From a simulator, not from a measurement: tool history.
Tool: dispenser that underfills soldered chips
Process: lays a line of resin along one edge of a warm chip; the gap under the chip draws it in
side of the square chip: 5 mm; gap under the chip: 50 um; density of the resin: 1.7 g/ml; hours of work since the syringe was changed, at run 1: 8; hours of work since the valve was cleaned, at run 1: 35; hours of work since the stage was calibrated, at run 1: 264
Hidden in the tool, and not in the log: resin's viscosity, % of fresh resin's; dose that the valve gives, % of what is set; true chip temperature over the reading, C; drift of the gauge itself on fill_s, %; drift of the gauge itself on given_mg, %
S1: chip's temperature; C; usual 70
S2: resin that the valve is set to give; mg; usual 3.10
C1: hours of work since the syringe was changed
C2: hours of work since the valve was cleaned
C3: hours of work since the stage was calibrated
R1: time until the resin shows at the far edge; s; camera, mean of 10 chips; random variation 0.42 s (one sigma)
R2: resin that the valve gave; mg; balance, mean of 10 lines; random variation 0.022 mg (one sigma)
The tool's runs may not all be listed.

{"run": 1, "day": 0.0, "S1": 70, "S2": 3.1, "C1": 8, "C2": 35, "C3": 264, "R1": 45.2, "R2": 3.01}
{"day": 0.212, "done": "new syringe of resin"}
{"run": 2, "day": 0.217, "S1": 70, "S2": 3.1, "C1": 0, "C2": 39, "C3": 268, "R1": 30.1, "R2": 3.05}
{"run": 3, "day": 0.512, "S1": 70, "S2": 3.1, "C1": 5, "C2": 44, "C3": 273, "R1": 39.3, "R2": 3.01}
{"run": 4, "day": 0.842, "S1": 70, "S2": 3.1, "C1": 11, "C2": 50, "C3": 279, "R1": 51.1, "R2": 3.03}
{"day": 0.904, "done": "new syringe of resin"}
{"run": 5, "day": 1.083, "S1": 70, "S2": 3.1, "C1": 3, "C2": 54, "C3": 283, "R1": 34.5, "R2": 3.04}
{"run": 6, "day": 1.262, "S1": 70, "S2": 2.86, "C1": 6, "C2": 57, "C3": 286, "R1": 40.3, "R2": 2.75}
{"day": 1.583, "done": "new syringe of resin"}
{"run": 7, "day": 1.625, "S1": 70, "S2": 3.1, "C1": 1, "C2": 63, "C3": 293, "R1": 32.0, "R2": 3.0}
{"run": 8, "day": 1.946, "S1": 70, "S2": 3.1, "C1": 6, "C2": 69, "C3": 298, "R1": 42.2, "R2": 2.96}
{"run": 9, "day": 2.2, "S1": 62, "S2": 3.1, "C1": 11, "C2": 73, "C3": 303, "R1": 74.4, "R2": 3.0}
{"day": 2.262, "done": "new syringe of resin"}
{"run": 10, "day": 2.488, "S1": 70, "S2": 3.1, "C1": 4, "C2": 78, "C3": 308, "R1": 37.5, "R2": 2.96}
{"day": 2.596, "done": "dispensing valve cleaned and set on the balance"}
{"run": 11, "day": 2.867, "S1": 70, "S2": 3.1, "C1": 10, "C2": 5, "C3": 314, "R1": 49.7, "R2": 3.09}
{"day": 2.996, "done": "new syringe of resin"}
{"run": 12, "day": 3.229, "S1": 68, "S2": 3.98, "C1": 4, "C2": 11, "C3": 320, "R1": 39.0, "R2": 3.98}
{"run": 13, "day": 3.592, "S1": 57, "S2": 3.98, "C1": 11, "C2": 17, "C3": 326, "R1": 88.0, "R2": 3.94}
{"day": 3.696, "done": "new syringe of resin"}
{"run": 14, "day": 3.796, "S1": 66, "S2": 2.67, "C1": 2, "C2": 21, "C3": 330, "R1": 41.9, "R2": 2.64}
{"run": 15, "day": 4.129, "S1": 66, "S2": 2.67, "C1": 8, "C2": 27, "C3": 336, "R1": 55.2, "R2": 2.65}
{"day": 4.375, "done": "new syringe of resin"}
{"run": 16, "day": 4.488, "S1": 60, "S2": 3.7, "C1": 2, "C2": 33, "C3": 342, "R1": 50.4, "R2": 3.67}
{"run": 17, "day": 4.738, "S1": 60, "S2": 3.38, "C1": 6, "C2": 37, "C3": 346, "R1": 63.4, "R2": 3.33}
{"day": 5.062, "done": "new syringe of resin"}
{"run": 18, "day": 5.075, "S1": 79, "S2": 3.28, "C1": 0, "C2": 43, "C3": 352, "R1": 21.5, "R2": 3.23}
{"run": 19, "day": 5.367, "S1": 84, "S2": 3.1, "C1": 5, "C2": 48, "C3": 357, "R1": 23.2, "R2": 3.05}
{"run": 20, "day": 5.6, "S1": 66, "S2": 3.43, "C1": 10, "C2": 53, "C3": 361, "R1": 57.4, "R2": 3.33}
{"day": 5.762, "done": "new syringe of resin"}
{"run": 21, "day": 5.788, "S1": 85, "S2": 3.66, "C1": 0, "C2": 56, "C3": 364, "R1": 17.0, "R2": 3.55}
{"run": 22, "day": 6.112, "S1": 59, "S2": 3.73, "C1": 6, "C2": 61, "C3": 370, "R1": 64.4, "R2": 3.59}

Hidden state at the last listed run before each entry between runs and at the first one after, where it differs:
Between runs 1 and 2: new syringe of resin (day 0.212)
  resin's viscosity, % of fresh resin's: 150.6 -> 99.9; dose that the valve gives, % of what is set: 98.23 -> 98.07; true chip temperature over the reading, C: -0.37 -> -0.38
  measured less the result without the state, R1: +15.6 -> +0.6 s; R2: -0.05 -> -0.06 mg
Between runs 4 and 5: new syringe of resin (day 0.904)
  resin's viscosity, % of fresh resin's: 173.8 -> 114.4; dose that the valve gives, % of what is set: 97.5 -> 97.31; true chip temperature over the reading, C: -0.41 -> -0.43
  measured less the result without the state, R1: +22.4 -> +5.1 s; R2: -0.07 -> -0.09 mg
Between runs 6 and 7: new syringe of resin (day 1.583)
  resin's viscosity, % of fresh resin's: 134.1 -> 103.9; dose that the valve gives, % of what is set: 97.16 -> 96.84; true chip temperature over the reading, C: -0.43 -> -0.45
  measured less the result without the state, R1: +11.1 -> +2.0 s; R2: -0.08 -> -0.10 mg
Between runs 9 and 10: new syringe of resin (day 2.262)
  resin's viscosity, % of fresh resin's: 173.3 -> 122.5; dose that the valve gives, % of what is set: 96.33 -> 96.09; true chip temperature over the reading, C: -0.48 -> -0.49
  measured less the result without the state, R1: +32.6 -> +7.9 s; R2: -0.12 -> -0.13 mg
Between runs 10 and 11: dispensing valve cleaned and set on the balance (day 2.596)
  resin's viscosity, % of fresh resin's: 122.5 -> 165.3; dose that the valve gives, % of what is set: 96.09 -> 99.95; true chip temperature over the reading, C: -0.49 -> -0.51
  measured less the result without the state, R1: +7.9 -> +20.2 s; R2: -0.13 -> +0.00 mg
Between runs 11 and 12: new syringe of resin (day 2.996)
  resin's viscosity, % of fresh resin's: 165.3 -> 123.6; dose that the valve gives, % of what is set: 99.95 -> 99.68; true chip temperature over the reading, C: -0.51 -> -0.52
  measured less the result without the state, R1: +20.2 -> +8.3 s; R2: +0.00 -> -0.02 mg
Between runs 13 and 14: new syringe of resin (day 3.696)
  resin's viscosity, % of fresh resin's: 170.7 -> 109.1; dose that the valve gives, % of what is set: 99.38 -> 99.2; true chip temperature over the reading, C: -0.54 -> -0.55
  measured less the result without the state, R1: +37.7 -> +4.4 s; R2: -0.02 -> -0.02 mg
Between runs 15 and 16: new syringe of resin (day 4.375)
  resin's viscosity, % of fresh resin's: 146.9 -> 110.6; dose that the valve gives, % of what is set: 98.92 -> 98.6; true chip temperature over the reading, C: -0.57 -> -0.59
  measured less the result without the state, R1: +18.6 -> +6.0 s; R2: -0.03 -> -0.05 mg
Between runs 17 and 18: new syringe of resin (day 5.062)
  resin's viscosity, % of fresh resin's: 137.7 -> 102; dose that the valve gives, % of what is set: 98.39 -> 98.12; true chip temperature over the reading, C: -0.6 -> -0.62
  measured less the result without the state, R1: +18.6 -> +0.9 s; R2: -0.06 -> -0.06 mg
Between runs 20 and 21: new syringe of resin (day 5.762)
  resin's viscosity, % of fresh resin's: 162.6 -> 101.4; dose that the valve gives, % of what is set: 97.69 -> 97.55; true chip temperature over the reading, C: -0.64 -> -0.65
  measured less the result without the state, R1: +23.4 -> +0.7 s; R2: -0.08 -> -0.08 mg
